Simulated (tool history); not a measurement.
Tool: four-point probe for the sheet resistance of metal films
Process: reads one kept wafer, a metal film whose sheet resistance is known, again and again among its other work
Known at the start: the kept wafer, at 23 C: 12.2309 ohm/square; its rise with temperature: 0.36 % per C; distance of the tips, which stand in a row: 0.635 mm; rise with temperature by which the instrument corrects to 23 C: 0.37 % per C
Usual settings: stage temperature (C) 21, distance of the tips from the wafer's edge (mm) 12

run	day	stage temperature (C)	distance of the tips from the wafer's edge (mm)	sheet resistance as the instrument gives it (ohm/square)
1	0.000	21	12	12.252915
2	0.842	21	12	12.252325
3	1.529	21	19	12.239047
4	2.238	21	19	12.234206
5	2.688	27	12	12.243898
6	3.425	27	12	12.242741
7	3.842	27	12	12.244506
8	4.708	27	12	12.243748
9	5.612	19	12	12.249987
10	6.329	21	18	12.240333
11	7.150	21	18	12.241398
12	7.771	21	42	12.233033
13	8.404	21	42	12.231336
14	9.038	21	42	12.227322
15	9.838	21	66	12.232284
16	10.388	21	66	12.234623
17	11.233	21	66	12.229761
18	11.688	21	66	12.234317
19	12.467	21	66	12.237113
20	13.262	21	66	12.228653
21	13.858	21	66	12.229543
22	14.708	21	66	12.231938
23	15.146	28	67	12.223963
24	15.938	19	41	12.238112
25	16.308	21	11	12.252185
26	16.883	25	15	12.241376
27	17.562	31	5	12.324302
28	18.425	19	12	12.255235
29	19.179	22	70	12.232672

Forecast run 30:
30	19.575	27	39	?

Run 30 gave sheet resistance as the instrument gives it (ohm/square) 12.223856.
Without the tool's hidden state the same run would have given sheet resistance as the instrument gives it (ohm/square) 12.225403.
